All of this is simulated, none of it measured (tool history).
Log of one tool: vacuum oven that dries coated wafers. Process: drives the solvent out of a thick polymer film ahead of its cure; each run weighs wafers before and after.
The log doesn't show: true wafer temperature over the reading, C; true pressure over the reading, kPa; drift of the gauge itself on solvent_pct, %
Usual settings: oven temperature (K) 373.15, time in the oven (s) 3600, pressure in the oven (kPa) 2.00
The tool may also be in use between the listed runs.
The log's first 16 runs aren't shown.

run	day	oven temperature (K)	time in the oven (s)	pressure in the oven (kPa)	hours of work since the thermocouples were calibrated	hours of work since the vacuum gauge was cleaned of residue	solvent left in the film (%)
17	42.938	373.15	3600	2.00	786	59	4.11
18	46.471	373.15	3600	2.00	850	124	4.09
19	48.788	373.15	3600	2.00	893	167	4.05
20	50.329	373.15	3600	2.00	921	195	4.06
21	52.917	373.15	5880	2.00	969	242	2.08
22	56.454	373.15	5880	2.00	1033	307	2.04
23	58.296	360.15	3600	2.00	1067	341	8.38
24	61.150	360.15	3600	2.00	1119	393	8.29
25	64.012	381.15	3600	3.88	1172	446	2.17
26	66.279	381.15	3600	4.31	1214	487	2.21
27	68.708	381.15	3600	4.31	1258	532	2.22
28	70.692	364.15	2820	6.04	1294	568	8.80
29	73.746	364.15	2580	6.04	1350	624	9.15
30	75.846	382.15	4680	1.47	1389	662	0.90
31	78.625	382.15	4680	1.47	1440	713	0.87
32	81.304	360.15	4680	1.77	1489	763	7.23
# day 82.025: oven's thermocouples calibrated
33	84.775	375.15	3480	1.18	50	825	3.46
34	88.338	373.15	4020	1.01	116	890	3.38
35	90.250	373.15	4020	1.01	151	925	3.34
36	93.371	369.15	4500	1.39	208	982	4.24
37	96.412	373.15	4980	2.57	264	1038	2.80
38	97.962	373.15	4980	2.57	292	1066	2.80
39	100.946	369.15	2580	1.08	347	1121	6.77
40	102.412	369.15	2580	1.08	374	1148	6.83

Run 41 comes next. What will it give?
41	104.396	369.15	4380	3.96	410	1184	?

solvent left in the film (%): 4.92
Without the tool's hidden state the same run would have given solvent left in the film (%) 4.92.
